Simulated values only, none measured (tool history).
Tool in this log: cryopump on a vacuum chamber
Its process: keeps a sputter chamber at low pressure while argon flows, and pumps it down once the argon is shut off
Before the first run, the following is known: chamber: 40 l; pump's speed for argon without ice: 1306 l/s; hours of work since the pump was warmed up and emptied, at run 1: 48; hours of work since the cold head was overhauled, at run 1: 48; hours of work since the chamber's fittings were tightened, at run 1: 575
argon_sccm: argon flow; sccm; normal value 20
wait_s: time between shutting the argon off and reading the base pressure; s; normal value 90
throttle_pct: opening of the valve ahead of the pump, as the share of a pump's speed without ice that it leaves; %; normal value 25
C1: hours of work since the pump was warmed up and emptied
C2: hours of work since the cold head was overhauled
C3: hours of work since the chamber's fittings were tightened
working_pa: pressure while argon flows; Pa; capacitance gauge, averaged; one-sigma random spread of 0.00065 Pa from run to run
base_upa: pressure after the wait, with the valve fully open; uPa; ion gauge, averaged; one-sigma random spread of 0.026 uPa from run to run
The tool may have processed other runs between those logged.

{"run": 1, "day": 0.0, "argon_sccm": 20, "wait_s": 90, "throttle_pct": 25, "C1": 48, "C2": 48, "C3": 575, "working_pa": 0.1036, "base_upa": 1.27}
{"run": 2, "day": 1.229, "argon_sccm": 20, "wait_s": 90, "throttle_pct": 25, "C1": 72, "C2": 72, "C3": 599, "working_pa": 0.1038, "base_upa": 1.26}
{"run": 3, "day": 2.908, "argon_sccm": 20, "wait_s": 90, "throttle_pct": 55, "C1": 105, "C2": 105, "C3": 633, "working_pa": 0.0487, "base_upa": 1.27}
{"run": 4, "day": 4.712, "argon_sccm": 20, "wait_s": 90, "throttle_pct": 55, "C1": 141, "C2": 141, "C3": 668, "working_pa": 0.0491, "base_upa": 1.3}
{"run": 5, "day": 6.562, "argon_sccm": 20, "wait_s": 90, "throttle_pct": 55, "C1": 177, "C2": 177, "C3": 705, "working_pa": 0.0487, "base_upa": 1.26}
{"run": 6, "day": 7.662, "argon_sccm": 29, "wait_s": 90, "throttle_pct": 25, "C1": 199, "C2": 199, "C3": 726, "working_pa": 0.1511, "base_upa": 1.28}
{"run": 7, "day": 9.217, "argon_sccm": 29, "wait_s": 90, "throttle_pct": 25, "C1": 230, "C2": 230, "C3": 757, "working_pa": 0.1559, "base_upa": 1.29}
{"run": 8, "day": 10.192, "argon_sccm": 25, "wait_s": 90, "throttle_pct": 25, "C1": 249, "C2": 249, "C3": 776, "working_pa": 0.1332, "base_upa": 1.34}
{"run": 9, "day": 11.554, "argon_sccm": 24, "wait_s": 90, "throttle_pct": 25, "C1": 276, "C2": 276, "C3": 803, "working_pa": 0.1271, "base_upa": 1.28}
{"run": 10, "day": 12.921, "argon_sccm": 24, "wait_s": 90, "throttle_pct": 25, "C1": 303, "C2": 303, "C3": 830, "working_pa": 0.128, "base_upa": 1.31}
{"run": 11, "day": 13.817, "argon_sccm": 20, "wait_s": 90, "throttle_pct": 56, "C1": 321, "C2": 321, "C3": 848, "working_pa": 0.0504, "base_upa": 1.32}
{"run": 12, "day": 15.667, "argon_sccm": 20, "wait_s": 90, "throttle_pct": 56, "C1": 357, "C2": 357, "C3": 885, "working_pa": 0.0497, "base_upa": 1.34}
{"run": 13, "day": 17.104, "argon_sccm": 20, "wait_s": 90, "throttle_pct": 56, "C1": 386, "C2": 386, "C3": 913, "working_pa": 0.0509, "base_upa": 1.33}
{"run": 14, "day": 18.704, "argon_sccm": 20, "wait_s": 90, "throttle_pct": 56, "C1": 417, "C2": 417, "C3": 945, "working_pa": 0.0509, "base_upa": 1.42}
{"run": 15, "day": 20.488, "argon_sccm": 20, "wait_s": 90, "throttle_pct": 56, "C1": 452, "C2": 452, "C3": 980, "working_pa": 0.0507, "base_upa": 1.38}
{"run": 16, "day": 22.229, "argon_sccm": 20, "wait_s": 90, "throttle_pct": 56, "C1": 487, "C2": 487, "C3": 1014, "working_pa": 0.052, "base_upa": 1.43}
{"run": 17, "day": 24.008, "argon_sccm": 20, "wait_s": 90, "throttle_pct": 56, "C1": 522, "C2": 522, "C3": 1049, "working_pa": 0.0519, "base_upa": 1.45}
{"run": 18, "day": 25.992, "argon_sccm": 33, "wait_s": 95, "throttle_pct": 56, "C1": 561, "C2": 561, "C3": 1088, "working_pa": 0.0868, "base_upa": 1.41}
{"run": 19, "day": 27.729, "argon_sccm": 12, "wait_s": 95, "throttle_pct": 56, "C1": 595, "C2": 595, "C3": 1123, "working_pa": 0.0325, "base_upa": 1.39}
{"run": 20, "day": 28.679, "argon_sccm": 26, "wait_s": 21, "throttle_pct": 48, "C1": 614, "C2": 614, "C3": 1142, "working_pa": 0.0777, "base_upa": 4.23}
{"run": 21, "day": 29.679, "argon_sccm": 26, "wait_s": 21, "throttle_pct": 48, "C1": 634, "C2": 634, "C3": 1161, "working_pa": 0.0789, "base_upa": 4.31}
{"run": 22, "day": 30.642, "argon_sccm": 9, "wait_s": 90, "throttle_pct": 30, "C1": 653, "C2": 653, "C3": 1180, "working_pa": 0.0432, "base_upa": 1.5}
{"run": 23, "day": 32.312, "argon_sccm": 23, "wait_s": 20, "throttle_pct": 15, "C1": 686, "C2": 686, "C3": 1213, "working_pa": 0.2076, "base_upa": 4.51}
{"run": 24, "day": 33.758, "argon_sccm": 23, "wait_s": 22, "throttle_pct": 16, "C1": 715, "C2": 715, "C3": 1242, "working_pa": 0.1975, "base_upa": 4.2}
{"run": 25, "day": 35.204, "argon_sccm": 13, "wait_s": 44, "throttle_pct": 19, "C1": 743, "C2": 743, "C3": 1270, "working_pa": 0.0946, "base_upa": 2.44}
{"run": 26, "day": 36.338, "argon_sccm": 25, "wait_s": 44, "throttle_pct": 24, "C1": 765, "C2": 765, "C3": 1293, "working_pa": 0.1453, "base_upa": 2.47}
{"run": 27, "day": 37.233, "argon_sccm": 25, "wait_s": 44, "throttle_pct": 29, "C1": 783, "C2": 783, "C3": 1311, "working_pa": 0.123, "base_upa": 2.48}
{"run": 28, "day": 39.138, "argon_sccm": 31, "wait_s": 49, "throttle_pct": 25, "C1": 821, "C2": 821, "C3": 1348, "working_pa": 0.1764, "base_upa": 2.32}
{"run": 29, "day": 40.783, "argon_sccm": 18, "wait_s": 171, "throttle_pct": 22, "C1": 853, "C2": 853, "C3": 1381, "working_pa": 0.1147, "base_upa": 1.19}
{"run": 30, "day": 42.238, "argon_sccm": 12, "wait_s": 85, "throttle_pct": 22, "C1": 882, "C2": 882, "C3": 1409, "working_pa": 0.0769, "base_upa": 1.69}
{"run": 31, "day": 43.362, "argon_sccm": 12, "wait_s": 85, "throttle_pct": 22, "C1": 904, "C2": 904, "C3": 1432, "working_pa": 0.077, "base_upa": 1.73}
{"run": 32, "day": 45.275, "argon_sccm": 20, "wait_s": 264, "throttle_pct": 39, "C1": 942, "C2": 942, "C3": 1469, "working_pa": 0.0786, "base_upa": 1.11}
{"run": 33, "day": 46.833, "argon_sccm": 21, "wait_s": 199, "throttle_pct": 16, "C1": 973, "C2": 973, "C3": 1500, "working_pa": 0.1838, "base_upa": 1.25}
{"run": 34, "day": 48.096, "argon_sccm": 11, "wait_s": 261, "throttle_pct": 44, "C1": 998, "C2": 998, "C3": 1525, "working_pa": 0.04, "base_upa": 1.14}

The logged runs with the hidden state left out (each run's random variation unchanged):
Unlogged tool condition in this case: pump's speed, % of a pump's without ice; cold plate's temperature, K; leak into the chamber, uPa l/s; drift of the gauge itself on working_pa, %; drift of the gauge itself on base_upa, %.
run=1 working_pa=0.1030 base_upa=1.11
run=2 working_pa=0.1029 base_upa=1.10
run=3 working_pa=0.0476 base_upa=1.10
run=4 working_pa=0.0477 base_upa=1.11
run=5 working_pa=0.0469 base_upa=1.07
run=6 working_pa=0.1481 base_upa=1.07
run=7 working_pa=0.1525 base_upa=1.08
run=8 working_pa=0.1300 base_upa=1.11
run=9 working_pa=0.1237 base_upa=1.05
run=10 working_pa=0.1242 base_upa=1.06
run=11 working_pa=0.0471 base_upa=1.06
run=12 working_pa=0.0461 base_upa=1.07
run=13 working_pa=0.0469 base_upa=1.05
run=14 working_pa=0.0466 base_upa=1.12
run=15 working_pa=0.0460 base_upa=1.07
run=16 working_pa=0.0468 base_upa=1.09
run=17 working_pa=0.0463 base_upa=1.10
run=18 working_pa=0.0769 base_upa=1.04
run=19 working_pa=0.0287 base_upa=1.02
run=20 working_pa=0.0690 base_upa=3.85
run=21 working_pa=0.0698 base_upa=3.90
run=22 working_pa=0.0400 base_upa=1.08
run=23 working_pa=0.1989 base_upa=4.08
run=24 working_pa=0.1882 base_upa=3.75
run=25 working_pa=0.0892 base_upa=1.99
run=26 working_pa=0.1344 base_upa=2.00
run=27 working_pa=0.1118 base_upa=2.00
run=28 working_pa=0.1616 base_upa=1.81
run=29 working_pa=0.1056 base_upa=0.66
run=30 working_pa=0.0706 base_upa=1.14
run=31 working_pa=0.0705 base_upa=1.17
run=32 working_pa=0.0670 base_upa=0.53
run=33 working_pa=0.1712 base_upa=0.64
run=34 working_pa=0.0332 base_upa=0.51
